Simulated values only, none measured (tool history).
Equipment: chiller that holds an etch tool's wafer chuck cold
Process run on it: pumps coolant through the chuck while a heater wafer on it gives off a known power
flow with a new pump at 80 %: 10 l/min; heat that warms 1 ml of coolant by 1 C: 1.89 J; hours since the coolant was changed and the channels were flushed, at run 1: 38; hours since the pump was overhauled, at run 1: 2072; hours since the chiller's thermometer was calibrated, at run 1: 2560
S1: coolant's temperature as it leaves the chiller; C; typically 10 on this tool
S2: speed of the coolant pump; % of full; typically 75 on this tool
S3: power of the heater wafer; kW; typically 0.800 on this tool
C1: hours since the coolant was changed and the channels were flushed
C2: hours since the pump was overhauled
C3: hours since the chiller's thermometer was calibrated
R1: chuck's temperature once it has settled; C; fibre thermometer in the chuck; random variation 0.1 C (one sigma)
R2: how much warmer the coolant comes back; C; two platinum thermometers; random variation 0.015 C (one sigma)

run 1 hour=0.0 | S1=10 S2=75 S3=0.800 | C1=38 C2=2072 C3=2560 | R1=16.8 R2=2.84
run 2 hour=76.5 | S1=10 S2=75 S3=0.800 | C1=115 C2=2148 C3=2637 | R1=16.8 R2=2.80
run 3 hour=159.0 | S1=10 S2=75 S3=0.800 | C1=197 C2=2231 C3=2719 | R1=17.1 R2=2.81
run 4 hour=251.2 | S1=10 S2=75 S3=0.800 | C1=289 C2=2323 C3=2811 | R1=16.9 R2=2.83
run 5 hour=322.7 | S1=10 S2=75 S3=0.800 | C1=361 C2=2394 C3=2883 | R1=17.0 R2=2.80
run 6 hour=387.5 | S1=10 S2=75 S3=0.800 | C1=426 C2=2459 C3=2947 | R1=17.1 R2=2.84
run 7 hour=479.6 | S1=10 S2=69 S3=0.800 | C1=518 C2=2551 C3=3040 | R1=17.6 R2=3.12
run 8 hour=571.9 | S1=10 S2=84 S3=0.800 | C1=610 C2=2644 C3=3132 | R1=16.7 R2=2.51
run 9 hour=646.8 | S1=10 S2=69 S3=0.800 | C1=685 C2=2718 C3=3207 | R1=17.6 R2=3.10
run 10 hour=711.0 | S1=10 S2=69 S3=0.800 | C1=749 C2=2783 C3=3271 | R1=17.6 R2=3.11
run 11 hour=794.2 | S1=10 S2=72 S3=0.800 | C1=832 C2=2866 C3=3354 | R1=17.5 R2=2.99
run 12 hour=837.1 | S1=10 S2=72 S3=0.800 | C1=875 C2=2909 C3=3397 | R1=17.5 R2=3.00
run 13 hour=887.7 | S1=10 S2=75 S3=0.800 | C1=926 C2=2959 C3=3448 | R1=17.4 R2=2.86
run 14 hour=946.5 | S1=10 S2=76 S3=0.800 | C1=985 C2=3018 C3=3506 | R1=17.2 R2=2.80
run 15 hour=1021.9 | S1=10 S2=75 S3=0.800 | C1=1060 C2=3094 C3=3582 | R1=17.4 R2=2.83
run 16 hour=1073.8 | S1=18 S2=75 S3=0.800 | C1=1112 C2=3145 C3=3634 | R1=25.5 R2=2.88
run 17 hour=1119.8 | S1=18 S2=72 S3=1.000 | C1=1158 C2=3191 C3=3680 | R1=27.3 R2=3.74
run 18 hour=1160.5 | S1=18 S2=72 S3=1.000 | C1=1199 C2=3232 C3=3721 | R1=27.4 R2=3.74
run 19 hour=1236.5 | S1=18 S2=72 S3=1.000 | C1=1275 C2=3308 C3=3796 | R1=27.3 R2=3.75
run 20 hour=1289.4 | S1=18 S2=72 S3=1.000 | C1=1328 C2=3361 C3=3849 | R1=27.4 R2=3.78
run 21 hour=1354.5 | S1=18 S2=72 S3=1.000 | C1=1393 C2=3426 C3=3915 | R1=27.4 R2=3.76
run 22 hour=1423.1 | S1=18 S2=72 S3=1.000 | C1=1461 C2=3495 C3=3983 | R1=27.4 R2=3.77
run 23 hour=1512.3 | S1=18 S2=72 S3=1.000 | C1=1550 C2=3584 C3=4072 | R1=27.5 R2=3.75
run 24 hour=1569.9 | S1=3 S2=72 S3=0.834 | C1=1608 C2=3642 C3=4130 | R1=11.1 R2=3.16
run 25 hour=1623.7 | S1=3 S2=72 S3=0.834 | C1=1662 C2=3695 C3=4184 | R1=11.0 R2=3.13
run 26 hour=1710.3 | S1=10 S2=75 S3=0.588 | C1=1748 C2=3782 C3=4270 | R1=16.0 R2=2.11
run 27 hour=1761.5 | S1=20 S2=66 S3=1.035 | C1=1800 C2=3833 C3=4321 | R1=30.6 R2=4.27
run 28 hour=1815.6 | S1=20 S2=66 S3=1.035 | C1=1854 C2=3887 C3=4376 | R1=30.6 R2=4.27
run 29 hour=1859.8 | S1=20 S2=66 S3=1.035 | C1=1898 C2=3931 C3=4420 | R1=30.5 R2=4.31
run 30 hour=1925.2 | S1=2 S2=62 S3=0.470 | C1=1963 C2=3997 C3=4485 | R1=7.6 R2=2.12

Run 31 is up next; what results do you expect?
run 31 hour=2002.5 | S1=4 S2=78 S3=0.470 | C1=2041 C2=4074 C3=4563 | R1=? R2=?

Run 31 came out at R1 8.9 C, R2 1.61 C.
The same run, on a tool lacking any hidden state, would have yielded R1 7.5 C, R2 1.51 C.
